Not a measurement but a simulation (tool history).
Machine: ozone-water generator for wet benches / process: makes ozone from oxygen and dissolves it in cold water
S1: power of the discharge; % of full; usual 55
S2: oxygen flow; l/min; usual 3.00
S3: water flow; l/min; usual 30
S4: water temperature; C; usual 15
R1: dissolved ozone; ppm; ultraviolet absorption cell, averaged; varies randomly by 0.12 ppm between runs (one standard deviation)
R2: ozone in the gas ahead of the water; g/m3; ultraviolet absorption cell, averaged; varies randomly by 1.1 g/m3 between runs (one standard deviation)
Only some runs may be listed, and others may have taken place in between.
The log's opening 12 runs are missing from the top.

| run | hour | S1 | S2 | S3 | S4 | R1 | R2 |
|---|---|---|---|---|---|---|---|
| 13 | 723.5 | 55 | 2.64 | 30 | 15 | 11.6 | 208.8 |
| 14 | 785.5 | 55 | 2.64 | 30 | 15 | 11.7 | 209.3 |
| 15 | 842.3 | 55 | 4.43 | 30 | 15 | 12.2 | 146.4 |
| 16 | 906.0 | 55 | 2.80 | 30 | 15 | 11.8 | 201.3 |
| 17 | 947.4 | 66 | 3.91 | 21 | 14 | 19.1 | 180.0 |
| 18 | 1021.3 | 68 | 3.91 | 21 | 23 | 17.4 | 185.0 |
| 19 | 1097.9 | 68 | 3.91 | 21 | 23 | 17.5 | 182.8 |
| 20 | 1147.0 | 59 | 5.38 | 27 | 14 | 14.2 | 136.1 |

For run 21, what comes out?
| 21 | 1192.5 | 78 | 3.00 | 26 | 15 | ? | ? |

{"run 21": {"R1": 17.3, "R2": 243.7}}
With no hidden state in the tool, this same run would have given R1 17.3 ppm, R2 237.8 g/m3.

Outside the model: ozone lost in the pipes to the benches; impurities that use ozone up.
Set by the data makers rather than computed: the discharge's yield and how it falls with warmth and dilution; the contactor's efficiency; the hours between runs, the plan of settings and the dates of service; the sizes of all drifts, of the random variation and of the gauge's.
